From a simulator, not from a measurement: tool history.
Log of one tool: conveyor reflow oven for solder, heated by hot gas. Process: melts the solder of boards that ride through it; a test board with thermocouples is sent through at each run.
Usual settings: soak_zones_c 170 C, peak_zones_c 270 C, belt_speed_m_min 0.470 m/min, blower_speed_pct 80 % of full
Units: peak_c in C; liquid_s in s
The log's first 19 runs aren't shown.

run,day,soak_zones_c,peak_zones_c,belt_speed_m_min,blower_speed_pct,peak_c,liquid_s
20,20.671,160,259,0.404,75,252.0,66.4
21,21.604,170,259,0.470,75,249.6,56.5
22,23.162,170,259,0.470,75,249.5,56.6
23,23.833,170,259,0.470,75,249.6,56.6
24,25.038,170,280,0.505,62,264.8,60.0
25,25.962,161,270,0.470,80,259.4,60.2
# day 26.642: flux residue cleaned out of gas plates and filters
26,27.379,166,270,0.470,64,259.0,60.9
27,28.646,170,263,0.470,70,254.0,59.5
28,29.550,170,270,0.496,80,260.1,60.0
29,30.988,170,285,0.463,54,271.8,69.5
30,32.446,170,285,0.463,54,271.9,69.8
31,33.158,156,285,0.555,54,262.4,50.1
32,34.738,156,274,0.464,54,259.8,59.2

Forecast each of these 3 alternatives for the next run:
A,35.775,170,270,0.470,77,?,?
B,35.775,170,270,0.403,80,?,?
C,35.775,170,269,0.504,75,?,?

run,peak_c,liquid_s
A,261.2,63.6
B,264.8,78.1
C,258.1,57.4
Without the tool's hidden state the same runs would have given:
run,peak_c,liquid_s
A,260.0,62.1
B,263.6,76.4
C,257.0,55.9
